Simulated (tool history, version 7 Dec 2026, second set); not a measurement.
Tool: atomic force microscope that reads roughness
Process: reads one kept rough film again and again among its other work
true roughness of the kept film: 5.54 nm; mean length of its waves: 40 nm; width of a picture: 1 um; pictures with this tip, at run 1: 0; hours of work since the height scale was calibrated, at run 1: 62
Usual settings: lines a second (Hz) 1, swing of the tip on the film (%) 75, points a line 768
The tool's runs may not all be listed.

run   hour  lines a second (Hz)  swing of the tip on the film (%)  points a line  pictures with this tip  hours of work since the height scale was calibrated  roughness of the kept film (nm (root mean square))
  1      0                    1                                75            768                       0                                                   62                                               4.803
  2   22.8                    1                                75            768                      21                                                   74                                               4.604
  3   45.5                    1                                75            768                      42                                                   85                                               4.433
  4   62.5                    1                                75            768                      58                                                   94                                               4.338
      68.6  -- new tip fitted
  5   92.8                    1                                75            445                      22                                                  109                                               4.536
  6  120.7                    1                                75            445                      48                                                  123                                               4.363
     136.1  -- new tip fitted
  7  155.1                    1                                75            445                      18                                                  140                                               4.588
  8  179.8                    1                                75            445                      40                                                  152                                               4.478
  9  199.2                 2.66                                75            768                      58                                                  162                                               3.956
     202.6  -- new tip fitted
 10  219.4                    1                                75            768                      15                                                  172                                               4.607
 11    254                    1                                75            768                      47                                                  189                                               4.345
     269.1  -- new tip fitted
 12  269.8                    1                                75            768                       0                                                  197                                               4.793
 13  298.6                    1                                75            768                      27                                                  211                                               4.563
 14  318.3                 2.11                                75            768                      45                                                  221                                               4.157
     337.6  -- new tip fitted
 15  338.3                 2.11                                75            768                       1                                                  231                                               4.528
       341  -- height scale calibrated on a step standard
 16  357.1                 2.11                                75            768                      17                                                    8                                               4.401
 17    381                 3.89                                57            609                      39                                                   20                                               4.435
 18  398.6                 3.89                                57            609                      55                                                   29                                               4.282
     406.1  -- new tip fitted
 19    431                    1                                58            569                      23                                                   45                                                4.75
     453.2  -- height scale calibrated on a step standard, once more
 20  456.2                 1.03                                56            287                      45                                                    1                                               4.518
     474.6  -- new tip fitted
 21  482.3                 1.03                                56            287                       7                                                   14                                               4.871
 22  514.2                 1.03                                56            287                      37                                                   30                                               4.603
     541.1  -- new tip fitted
 23  546.9                 3.14                                71            316                       5                                                   46                                               4.354
 24  571.8                 0.55                                59            364                      28                                                   59                                               4.699
 25  587.5                 0.55                                59            364                      43                                                   67                                               4.629
     608.8  -- new tip fitted
 26  617.8                    1                                68            603                       8                                                   82                                               4.775
 27  646.1                    1                                68            603                      34                                                   96                                               4.575
     676.2  -- new tip fitted
 28    678                    1                                68            603                       2                                                  112                                               4.859
 29    693                 0.55                                68            603                      16                                                  119                                               4.791
 30  712.2                 1.38                                75            768                      33                                                  129                                               4.436
 31  736.8                    1                                81            768                      56                                                  141                                               4.269

3 ways to go on from here, each from the tool as it stands after run 31. What would each give?
     744.7  -- new tip fitted
  A  762.7                    1                                75            620                      16                                                  154                                                   ?
     744.7  -- new tip fitted
  B  762.7                 0.91                                81            387                      16                                                  154                                                   ?
     744.7  -- new tip fitted
  C  762.7                 0.74                                60            497                      16                                                  154                                                   ?

run  roughness of the kept film (nm (root mean square))
  A                                               4.625
  B                                               4.566
  C                                               4.812
Without the tool's hidden state the same runs would have given:
run  roughness of the kept film (nm (root mean square))
  A                                               4.764
  B                                               4.703
  C                                               4.956
